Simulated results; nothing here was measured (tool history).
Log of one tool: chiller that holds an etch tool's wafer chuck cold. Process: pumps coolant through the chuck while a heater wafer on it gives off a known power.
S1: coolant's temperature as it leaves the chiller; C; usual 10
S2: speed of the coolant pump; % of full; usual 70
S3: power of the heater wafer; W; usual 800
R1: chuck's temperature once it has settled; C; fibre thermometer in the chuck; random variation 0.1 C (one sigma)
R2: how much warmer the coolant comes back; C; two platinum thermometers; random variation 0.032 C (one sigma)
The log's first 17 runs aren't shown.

run    hour  S1  S2    S3    R1    R2
 18  2291.4  18  75   514  23.7  2.47
 19    2402  18  75   514  23.7  2.48
 20    2573   3  75   702  10.7   3.4
 21  2714.8   3  75   702  10.8  3.36
 22  2841.3   3  75   702  10.6  3.39
 23  3002.6   3  75   702  10.8  3.46
 24  3156.5   3  75   702    11  3.45
     3182.9  -- chiller's thermometer calibrated
 25    3292   3  75   702  10.7  3.42
 26  3390.1  10  99  1100  19.3  4.01
 27  3578.2   4  64   800  14.3  4.72
 28  3663.8   4  64   800  14.3  4.77
 29  3837.2   4  64   800  14.2  4.74
 30  3957.2  10  70   429  15.3   2.3
     4081.9  -- coolant pump overhauled
 31  4104.2  10  70   429    15  2.18
 32  4211.5  13  94  1065  22.4  3.83

3 ways to go on from here, each from the tool as it stands after run 32. What would each give?
  A  4306.7  10  76   800   ?   ?
  B  4306.7   9  70   812   ?   ?
  C  4306.7  13  94  1183   ?   ?

run    R1    R2
  A  18.5  3.62
  B  18.4  4.04
  C  23.3  4.27
Without the tool's hidden state the same runs would have given:
run    R1    R2
  A  17.7  3.61
  B  17.5  4.03
  C  22.4  4.26
